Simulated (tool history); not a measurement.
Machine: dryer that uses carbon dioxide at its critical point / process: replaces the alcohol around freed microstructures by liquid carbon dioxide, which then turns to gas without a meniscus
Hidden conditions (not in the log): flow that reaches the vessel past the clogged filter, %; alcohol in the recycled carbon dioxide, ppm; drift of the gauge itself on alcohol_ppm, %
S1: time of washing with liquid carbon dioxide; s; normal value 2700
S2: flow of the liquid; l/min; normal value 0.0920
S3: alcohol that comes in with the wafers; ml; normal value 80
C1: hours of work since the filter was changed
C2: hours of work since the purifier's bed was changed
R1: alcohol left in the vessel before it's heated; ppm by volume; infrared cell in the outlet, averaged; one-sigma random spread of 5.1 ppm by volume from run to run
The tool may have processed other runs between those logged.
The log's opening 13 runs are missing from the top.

{"run": 14, "hour": 570.2, "S1": 3000, "S2": 0.1184, "S3": 80, "C1": 68, "C2": 474, "R1": 47}
{"run": 15, "hour": 611.9, "S1": 2700, "S2": 0.092, "S3": 24, "C1": 97, "C2": 502, "R1": 71}
{"run": 16, "hour": 640.8, "S1": 2700, "S2": 0.092, "S3": 24, "C1": 116, "C2": 522, "R1": 80}
{"run": 17, "hour": 693.9, "S1": 2700, "S2": 0.092, "S3": 24, "C1": 152, "C2": 558, "R1": 80}
{"run": 18, "hour": 729.8, "S1": 3960, "S2": 0.1473, "S3": 24, "C1": 176, "C2": 582, "R1": 40}
{"run": 19, "hour": 782.2, "S1": 3780, "S2": 0.1154, "S3": 21, "C1": 212, "C2": 618, "R1": 51}
{"run": 20, "hour": 822.4, "S1": 3780, "S2": 0.1154, "S3": 21, "C1": 239, "C2": 645, "R1": 64}
{"run": 21, "hour": 874.8, "S1": 2280, "S2": 0.0979, "S3": 24, "C1": 274, "C2": 680, "R1": 150}
{"run": 22, "hour": 902.2, "S1": 2220, "S2": 0.1463, "S3": 83, "C1": 293, "C2": 699, "R1": 75}
{"run": 23, "hour": 937.9, "S1": 2220, "S2": 0.1463, "S3": 83, "C1": 317, "C2": 723, "R1": 81}
{"hour": 964.8, "done": "inlet filter changed"}
{"run": 24, "hour": 993.9, "S1": 2220, "S2": 0.1463, "S3": 83, "C1": 20, "C2": 760, "R1": 66}
{"run": 25, "hour": 1056.4, "S1": 2700, "S2": 0.0578, "S3": 80, "C1": 62, "C2": 802, "R1": 1390}
{"run": 26, "hour": 1109.0, "S1": 3900, "S2": 0.0822, "S3": 69, "C1": 98, "C2": 838, "R1": 77}
{"run": 27, "hour": 1167.2, "S1": 3540, "S2": 0.1208, "S3": 70, "C1": 137, "C2": 877, "R1": 76}
{"run": 28, "hour": 1195.5, "S1": 3900, "S2": 0.0631, "S3": 49, "C1": 156, "C2": 896, "R1": 139}
{"run": 29, "hour": 1252.7, "S1": 2040, "S2": 0.082, "S3": 73, "C1": 195, "C2": 935, "R1": 1247}
{"run": 30, "hour": 1289.8, "S1": 2040, "S2": 0.082, "S3": 73, "C1": 220, "C2": 960, "R1": 1247}
{"hour": 1331.6, "done": "purifier's bed changed"}
{"run": 31, "hour": 1356.4, "S1": 2040, "S2": 0.1225, "S3": 80, "C1": 263, "C2": 17, "R1": 141}
{"run": 32, "hour": 1405.3, "S1": 1800, "S2": 0.1225, "S3": 108, "C1": 296, "C2": 50, "R1": 483}
{"run": 33, "hour": 1458.5, "S1": 1620, "S2": 0.0669, "S3": 23, "C1": 332, "C2": 86, "R1": 2339}
{"hour": 1464.0, "done": "inlet filter changed"}
{"run": 34, "hour": 1509.5, "S1": 1620, "S2": 0.0669, "S3": 23, "C1": 31, "C2": 120, "R1": 1620}

Each row is a separate what-if for the run after 34, all from the same tool condition, not one after another. Results?
{"run": "A", "hour": 1566.1, "S1": 1860, "S2": 0.1, "S3": 72, "C1": 69, "C2": 158, "R1": "?"}
{"run": "B", "hour": 1566.1, "S1": 2040, "S2": 0.111, "S3": 69, "C1": 69, "C2": 158, "R1": "?"}
{"run": "C", "hour": 1566.1, "S1": 1620, "S2": 0.1423, "S3": 50, "C1": 69, "C2": 158, "R1": "?"}
{"run": "D", "hour": 1566.1, "S1": 1800, "S2": 0.0813, "S3": 44, "C1": 69, "C2": 158, "R1": "?"}

run=A R1=529
run=B R1=167
run=C R1=113
run=D R1=1030
Stripped of hidden state, with their random variation kept, the same runs would have yielded:
run=A R1=448
run=B R1=131
run=C R1=85
run=D R1=910
